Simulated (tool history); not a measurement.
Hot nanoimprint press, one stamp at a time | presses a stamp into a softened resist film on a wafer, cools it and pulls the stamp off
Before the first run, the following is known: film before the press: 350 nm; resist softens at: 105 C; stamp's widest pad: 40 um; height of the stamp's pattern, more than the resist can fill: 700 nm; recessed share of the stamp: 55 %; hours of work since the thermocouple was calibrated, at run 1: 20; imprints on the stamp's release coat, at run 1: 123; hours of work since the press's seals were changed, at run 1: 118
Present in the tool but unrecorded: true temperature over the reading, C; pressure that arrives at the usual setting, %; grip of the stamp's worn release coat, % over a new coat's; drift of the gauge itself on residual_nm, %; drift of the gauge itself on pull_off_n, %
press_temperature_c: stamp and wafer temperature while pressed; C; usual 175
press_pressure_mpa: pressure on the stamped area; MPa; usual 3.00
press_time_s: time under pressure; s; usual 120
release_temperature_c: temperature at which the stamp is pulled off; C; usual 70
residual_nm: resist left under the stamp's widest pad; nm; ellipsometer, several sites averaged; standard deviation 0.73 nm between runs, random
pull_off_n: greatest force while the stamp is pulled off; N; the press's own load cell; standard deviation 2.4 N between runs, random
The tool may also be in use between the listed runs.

| run | hour | press_temperature_c | press_pressure_mpa | press_time_s | release_temperature_c | hours of work since the thermocouple was calibrated | imprints on the stamp's release coat | hours of work since the press's seals were changed | residual_nm | pull_off_n |
|---|---|---|---|---|---|---|---|---|---|---|
| 1 | 0.0 | 175 | 3.00 | 120 | 70 | 20 | 123 | 118 | 167.2 | 116 |
| 2 | 41.0 | 175 | 3.42 | 120 | 70 | 48 | 298 | 147 | 158.6 | 109 |
| 3 | 67.1 | 175 | 3.00 | 112 | 70 | 67 | 410 | 165 | 172.4 | 112 |
| 4 | 87.1 | 175 | 3.00 | 112 | 70 | 80 | 495 | 179 | 170.2 | 109 |
| 5 | 124.1 | 175 | 3.00 | 120 | 70 | 106 | 653 | 204 | 167.7 | 112 |
| 6 | 158.5 | 175 | 3.00 | 120 | 70 | 130 | 800 | 228 | 166.4 | 112 |
| 7 | 186.2 | 175 | 1.81 | 120 | 70 | 149 | 918 | 247 | 205.6 | 111 |
| 8 | 224.0 | 175 | 1.81 | 120 | 70 | 175 | 1080 | 273 | 205.0 | 110 |
| 9 | 261.9 | 175 | 1.81 | 120 | 70 | 202 | 1242 | 300 | 206.8 | 112 |
| 10 | 284.0 | 175 | 3.00 | 120 | 70 | 217 | 1336 | 315 | 168.0 | 109 |
| 11 | 322.0 | 175 | 4.44 | 120 | 70 | 243 | 1498 | 342 | 139.8 | 109 |
| 12 | 342.7 | 175 | 4.44 | 120 | 70 | 258 | 1586 | 356 | 141.0 | 114 |
| 13 | 380.8 | 175 | 4.44 | 120 | 70 | 284 | 1749 | 382 | 139.3 | 111 |
| 14 | 417.8 | 175 | 3.00 | 120 | 70 | 310 | 1907 | 408 | 166.4 | 116 |
| 15 | 442.2 | 175 | 3.00 | 120 | 70 | 327 | 2011 | 425 | 167.6 | 111 |
|  | 450.9 | plate thermocouple calibrated |
|  | 463.1 | stamp cleaned and given a new release coat |
| 16 | 479.4 | 175 | 3.00 | 120 | 58 | 16 | 70 | 444 | 167.5 | 124 |
| 17 | 514.0 | 175 | 3.00 | 120 | 58 | 40 | 218 | 468 | 167.0 | 127 |
| 18 | 555.2 | 175 | 3.00 | 120 | 58 | 68 | 394 | 497 | 167.5 | 126 |
| 19 | 594.4 | 184 | 4.74 | 230 | 56 | 95 | 561 | 524 | 67.6 | 124 |
| 20 | 618.1 | 184 | 3.12 | 107 | 56 | 112 | 662 | 541 | 117.2 | 128 |
| 21 | 650.0 | 178 | 3.04 | 74 | 66 | 134 | 798 | 563 | 175.4 | 115 |
|  | 685.4 | press's hydraulic seals changed and the load cell set to zero |
| 22 | 699.1 | 175 | 4.06 | 120 | 60 | 162 | 974 | 9 | 144.2 | 126 |
| 23 | 740.9 | 165 | 3.00 | 104 | 70 | 191 | 1152 | 38 | 252.3 | 109 |
| 24 | 783.2 | 175 | 2.01 | 120 | 70 | 221 | 1333 | 68 | 197.2 | 110 |
| 25 | 803.6 | 175 | 4.77 | 122 | 70 | 235 | 1420 | 82 | 134.4 | 114 |
| 26 | 825.0 | 168 | 3.00 | 212 | 70 | 250 | 1511 | 97 | 183.6 | 113 |

Estimate the outcome of run 27 from the log above:
| 27 | 849.3 | 167 | 4.38 | 122 | 65 | 267 | 1615 | 114 | ? | ? |

Run 27 measured residual_nm 196.5 nm, pull_off_n 120 N.
On a tool with no hidden condition, and with the same random variation, this run would have come out at residual_nm 196.4 nm, pull_off_n 119 N.

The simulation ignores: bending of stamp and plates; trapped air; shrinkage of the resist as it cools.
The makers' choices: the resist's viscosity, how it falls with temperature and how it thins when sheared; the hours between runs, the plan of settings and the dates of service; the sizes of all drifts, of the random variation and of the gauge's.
